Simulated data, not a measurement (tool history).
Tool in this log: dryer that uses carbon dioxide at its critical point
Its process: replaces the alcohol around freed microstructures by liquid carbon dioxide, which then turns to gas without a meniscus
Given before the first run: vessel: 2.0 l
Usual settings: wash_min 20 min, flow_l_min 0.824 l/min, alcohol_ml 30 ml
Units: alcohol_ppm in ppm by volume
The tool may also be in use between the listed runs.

run   hour  wash_min  flow_l_min  alcohol_ml  alcohol_ppm
  1      0        20       0.824          30           74
  2    9.8        14       0.824          30          321
  3   17.4        20       0.824          30           85
  4   26.4        20       0.824          30           78
  5   33.6        20       0.824          30           77
  6   47.5        20       0.824          30           81
  7   57.8        13       0.824          30          424
  8   68.8        13       0.824          30          415
  9   80.6        13       0.824          30          427
 10   91.4        13       0.824          30          416
 11   99.3        20       0.663          30          188
 12  105.6        20       0.663          30          213
 13  119.8        20       0.824          22           67
 14  130.7        16       0.692          30          370
 15  138.3        17        0.98          57          126
 16  151.2        28       0.514          30          145
 17  159.9        18       0.824          24          114
 18  168.4        18       0.824          24          114
 19  175.9        18       0.824          58          235
 20  187.9        20       0.996          30           44
 21    199        31       1.048          23           24
 22  205.2        13       0.993          47          354

Alternative continuations, all from the tool just after run 22; predict every row:
  A  214.8        28       0.993          47            ?
  B  214.8        13       0.993         117            ?
  C  214.8        25       0.993          40            ?

run  alcohol_ppm
  A           19
  B          816
  C           33
Take away the tool's hidden state, keep each run's random variation, and the runs would have read:
run  alcohol_ppm
  A            0
  B          636
  C            6
